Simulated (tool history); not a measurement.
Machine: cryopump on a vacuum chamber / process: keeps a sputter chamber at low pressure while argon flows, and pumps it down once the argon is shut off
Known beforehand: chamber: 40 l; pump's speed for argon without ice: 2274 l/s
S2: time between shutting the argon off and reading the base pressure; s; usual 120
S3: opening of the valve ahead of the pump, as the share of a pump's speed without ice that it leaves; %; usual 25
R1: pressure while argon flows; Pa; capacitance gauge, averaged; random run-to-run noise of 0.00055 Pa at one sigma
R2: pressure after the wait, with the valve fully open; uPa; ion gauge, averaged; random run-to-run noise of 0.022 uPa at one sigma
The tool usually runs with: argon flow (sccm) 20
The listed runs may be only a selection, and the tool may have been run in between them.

Run 1, hour 0.0: usual settings. Result: R1 0.0635 Pa, R2 0.69 uPa.
Run 2, hour 53.8: usual settings. Result: R1 0.0650 Pa, R2 0.80 uPa.
Run 3, hour 101.9: usual settings. Result: R1 0.0642 Pa, R2 0.90 uPa.
Run 4, hour 152.6: usual settings but argon flow (sccm) 9. Result: R1 0.0297 Pa, R2 0.91 uPa.
Run 5, hour 207.2: usual settings but argon flow (sccm) 9. Result: R1 0.0288 Pa, R2 1.00 uPa.
At hour 266.8: pump warmed up, emptied and cooled again.
Run 6, hour 286.3: usual settings. Result: R1 0.0608 Pa, R2 0.88 uPa.
Run 7, hour 330.3: usual settings but S2 26 s. Result: R1 0.0607 Pa, R2 2.57 uPa.
Run 8, hour 401.7: usual settings but S3 51 %. Result: R1 0.0300 Pa, R2 1.02 uPa.
Run 9, hour 475.3: usual settings but S3 51 %. Result: R1 0.0313 Pa, R2 1.16 uPa.
Run 10, hour 506.6: usual settings but S3 59 %. Result: R1 0.0282 Pa, R2 1.18 uPa.
Run 11, hour 565.9: usual settings but S3 59 %. Result: R1 0.0293 Pa, R2 1.30 uPa.
Run 12, hour 600.7: usual settings but S3 59 %. Result: R1 0.0288 Pa, R2 1.40 uPa.
Run 13, hour 665.1: usual settings but S3 59 %. Result: R1 0.0290 Pa, R2 1.47 uPa.
Run 14, hour 714.3: usual settings but S3 59 %. Result: R1 0.0293 Pa, R2 1.53 uPa.
Run 15, hour 746.9: usual settings but S3 22 %. Result: R1 0.0734 Pa, R2 1.72 uPa.
Run 16, hour 809.0: usual settings but S3 22 %. Result: R1 0.0740 Pa, R2 1.79 uPa.
Run 17, hour 860.0: usual settings. Result: R1 0.0666 Pa, R2 1.85 uPa.
At hour 873.2: pump warmed up, emptied and cooled again.
Run 18, hour 916.9: usual settings but argon flow (sccm) 12. Result: R1 0.0346 Pa, R2 1.55 uPa.
Run 19, hour 946.7: usual settings but argon flow (sccm) 39, S2 125 s, S3 50 %. Result: R1 0.0592 Pa, R2 1.51 uPa.
Run 20, hour 1002.6: usual settings but S2 34 s, S3 58 %. Result: R1 0.0275 Pa, R2 2.78 uPa.
Run 21, hour 1075.9: usual settings but argon flow (sccm) 28, S2 31 s, S3 56 %. Result: R1 0.0406 Pa, R2 3.05 uPa.
Run 22, hour 1118.1: usual settings but argon flow (sccm) 28, S2 100 s, S3 28 %. Result: R1 0.0783 Pa, R2 1.94 uPa.
Run 23, hour 1185.3: usual settings but argon flow (sccm) 38, S2 264 s, S3 33 %. Result: R1 0.0927 Pa, R2 1.82 uPa.
Run 24, hour 1237.3: usual settings but argon flow (sccm) 38, S2 264 s, S3 33 %. Result: R1 0.0938 Pa, R2 1.82 uPa.
Run 25, hour 1283.0: usual settings but argon flow (sccm) 38, S2 264 s, S3 33 %. Result: R1 0.0943 Pa, R2 2.00 uPa.
Run 26, hour 1345.7: usual settings but argon flow (sccm) 38, S2 264 s, S3 33 %. Result: R1 0.0945 Pa, R2 2.17 uPa.
Run 27, hour 1393.0: usual settings but argon flow (sccm) 37, S2 259 s, S3 38 %. Result: R1 0.0828 Pa, R2 2.28 uPa.
Run 28, hour 1449.2: usual settings but argon flow (sccm) 27, S2 24 s, S3 53 %. Result: R1 0.0463 Pa, R2 4.46 uPa.
At hour 1484.2: pump warmed up, emptied and cooled again.
Run 29, hour 1498.2: usual settings but argon flow (sccm) 14, S2 146 s, S3 30 %. Result: R1 0.0353 Pa, R2 1.95 uPa.
Run 30, hour 1548.7: usual settings but S2 26 s, S3 15 %. Result: R1 0.1003 Pa, R2 3.74 uPa.

Forecast run 31:
Run 31, hour 1616.8: usual settings but argon flow (sccm) 35, S2 161 s, S3 29 %. Result: R1 ?, R2 ?.

Run 31 yielded R1 0.0926 Pa, R2 2.17 uPa.
Without the tool's hidden state the same run would have given R1 0.0901 Pa, R2 0.47 uPa.
